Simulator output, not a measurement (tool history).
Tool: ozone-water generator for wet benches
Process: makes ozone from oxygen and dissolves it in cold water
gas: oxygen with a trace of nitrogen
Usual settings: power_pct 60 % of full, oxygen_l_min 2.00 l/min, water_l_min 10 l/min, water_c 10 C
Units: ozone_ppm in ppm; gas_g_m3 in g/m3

run,hour,power_pct,oxygen_l_min,water_l_min,water_c,ozone_ppm,gas_g_m3
1,0.0,60,2.00,10,10,16.9,210.1
2,30.6,60,2.00,10,10,16.7,212.7
3,60.8,60,2.00,10,10,16.8,209.7
4,115.2,79,2.00,10,10,19.4,242.9
5,137.6,79,1.05,10,10,15.0,299.4
6,169.1,79,1.05,10,10,14.9,303.3
7,194.1,79,1.05,10,10,14.8,300.7
8,231.9,79,1.05,10,10,14.6,301.8
9,274.5,79,1.05,10,10,14.8,300.4
10,322.2,79,1.05,10,10,14.7,298.8
11,375.8,79,1.05,10,10,14.7,300.5
12,403.7,60,1.08,10,10,13.0,256.2
13,454.0,60,2.68,10,10,18.3,190.6
14,491.7,60,2.68,10,10,18.4,191.6
15,533.9,70,2.68,15,6,14.3,208.7
16,580.8,70,2.68,15,6,14.0,207.4
17,626.4,70,2.68,15,6,14.4,205.2

The next listed run, before its measurement:
# hour 632.7: contactor cleaned
18,664.4,70,2.68,15,6,?,?

ozone_ppm: 13.9 ppm
gas_g_m3: 206.3 g/m3
Without the tool's hidden state the same run would have given ozone_ppm 15.4 ppm, gas_g_m3 210.1 g/m3.

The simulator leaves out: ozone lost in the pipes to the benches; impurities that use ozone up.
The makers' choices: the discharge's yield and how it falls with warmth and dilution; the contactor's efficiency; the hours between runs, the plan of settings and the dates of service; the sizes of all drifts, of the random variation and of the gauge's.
